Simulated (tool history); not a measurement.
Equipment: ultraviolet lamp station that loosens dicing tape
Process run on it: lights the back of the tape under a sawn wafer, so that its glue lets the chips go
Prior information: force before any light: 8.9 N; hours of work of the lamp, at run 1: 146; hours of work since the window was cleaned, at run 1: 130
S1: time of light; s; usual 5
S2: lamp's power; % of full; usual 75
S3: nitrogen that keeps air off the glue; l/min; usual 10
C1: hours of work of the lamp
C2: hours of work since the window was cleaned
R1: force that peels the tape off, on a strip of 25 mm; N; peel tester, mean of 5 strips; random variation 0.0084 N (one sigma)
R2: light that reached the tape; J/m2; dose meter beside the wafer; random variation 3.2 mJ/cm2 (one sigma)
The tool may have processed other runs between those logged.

run	hour	S1	S2	S3	C1	C2	R1	R2
1	0	5	75	10	146	130	0.384	4800
2	17.6	5	75	10	153	138	0.38	4840
3	28	5	75	10	158	142	0.371	4860
4	41.4	5	75	10	163	148	0.371	4730
5	63.4	5	75	10	173	158	0.361	4750
6	74	5	75	7	177	162	0.454	4720
7	90	5	75	10	184	169	0.375	4700
8	100.8	5	75	10	189	174	0.373	4750
9	118.7	5	75	10	197	181	0.392	4720
10	140.6	5	75	9	206	191	0.414	4730
11	160.1	5	75	9	215	199	0.43	4670
12	174.1	5	75	10	221	205	0.379	4640
13	185.5	5	75	10	226	210	0.384	4660
14	207.8	3	75	10	235	220	1.112	2810
15	220.2	3	75	10	241	225	1.059	2790
16	233.8	3	75	10	246	231	1.145	2800
17	249.8	3	75	10	253	238	1.093	2800
18	273.5	3	75	10	264	248	1.126	2780
19	295.2	5	75	7	273	258	0.513	4600
20	311	5	75	10	280	264	0.388	4600
21	324.4	5	75	10	285	270	0.4	4560
22	341.7	3	75	6	293	278	1.552	2750
23	354.4	3	75	6	298	283	1.462	2740
24	368.6	4	75	6	305	289	0.91	3650
25	380.4	4	75	6	310	294	0.936	3660
26	404	4	76	6	320	304	0.884	3710
27	426.8	5	75	18	330	314	0.302	4530
28	443.3	10	66	18	337	321	0.192	7960
29	462.5	5	78	13	345	330	0.322	4740
30	480.6	10	66	13	353	337	0.195	7970
31	497.5	6	84	10	360	345	0.258	6010
32	511.1	6	88	5	366	351	0.345	6260
33	531.1	2	75	5	375	359	2.977	1810
34	553.1	3	86	6	384	369	1.224	3080
35	572.2	9	86	9	392	377	0.21	9210
36	587.2	9	86	9	399	383	0.196	9140
37	609.2	9	86	9	408	393	0.196	9130
38	621.6	9	86	9	414	398	0.185	9070
39	640.2	9	61	9	422	406	0.25	6470
40	662.9	4	75	10	431	416	0.702	3470
41	679.5	4	75	10	439	423	0.713	3490
# hour 682.4: window cleaned of glue's vapour
42	703.3	3	64	15	449	9	1.231	2360

Hidden state at the last listed run before each entry between runs and at the first one after, where it differs:
After run 41, before run 42: window cleaned of glue's vapour (hour 682.4)
  lamp's light, % of a new lamp's: 90.7 -> 90.5; light that the window lets through, % of a clean one's: 95.2 -> 99.4
  measured minus no-state result, R1: +0.187 -> +0.217 N; R2: -560 -> -260 J/m2
